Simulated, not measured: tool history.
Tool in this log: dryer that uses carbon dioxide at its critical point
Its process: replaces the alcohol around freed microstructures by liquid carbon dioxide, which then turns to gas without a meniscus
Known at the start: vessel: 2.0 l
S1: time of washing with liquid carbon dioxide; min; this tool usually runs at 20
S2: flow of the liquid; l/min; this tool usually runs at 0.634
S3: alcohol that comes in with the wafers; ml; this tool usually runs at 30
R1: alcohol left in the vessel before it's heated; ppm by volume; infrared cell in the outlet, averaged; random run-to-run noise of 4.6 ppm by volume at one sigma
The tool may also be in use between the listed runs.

run	hour	S1	S2	S3	R1
1	0	20	0.634	30	162
2	5.2	20	0.634	30	162
3	12.6	20	0.634	30	165
4	20	20	0.634	30	164
5	29.3	20	0.634	52	274
6	33.7	20	0.634	52	272
7	40	20	0.634	52	273
8	46.4	20	0.634	30	164
9	50.7	27	0.634	30	48
10	58.1	20	0.79	30	66
11	67	20	0.79	30	67
12	72.9	20	0.634	30	177
13	79	20	0.634	30	162
14	86.9	14	0.634	30	629
15	95.1	14	0.634	30	619
16	100.7	14	0.634	30	626
17	107.5	20	0.634	30	168
18	111.9	20	0.634	30	170
19	116.3	20	0.634	30	173
20	123.7	20	0.634	30	168
21	131	20	0.634	30	163
22	140.4	20	0.634	30	170
23	150.3	20	0.634	30	176
24	158.5	20	0.634	30	185
25	167.7	16	1.013	30	70
26	173.6	16	0.634	40	552
27	178.5	16	0.634	40	547
28	186.6	20	0.442	28	575
29	196.4	20	0.442	28	608
30	205.2	19	0.442	32	792
31	214.4	28	0.542	30	82
32	219.2	16	0.46	30	1068
33	226.2	30	0.652	70	49
34	235.6	15	0.392	95	5755
35	244.1	15	0.392	67	3992
36	254.1	29	0.614	100	103
37	263.3	20	0.76	46	117
38	269.2	17	0.634	36	404
39	273.4	29	0.634	30	39
40	277.8	29	0.629	30	37
41	282.6	29	0.942	28	22
42	292.1	29	0.942	28	17
# hour 296.6: inlet filter changed
43	300.7	29	0.942	28	21
44	309.2	21	0.54	43	313
45	313.9	12	0.439	43	2973
46	322.5	16	0.63	38	457
47	331.6	16	0.63	38	452

Predict each of these 3 candidate next runs independently; none follows another, all start after run 47:
A	339.2	25	0.63	41	?
B	339.2	12	0.839	38	?
C	339.2	17	0.877	108	?

run	R1
A	76
B	467
C	232
With the hidden condition removed and each run's random variation left untouched, the same runs would have given:
run	R1
A	57
B	435
C	205
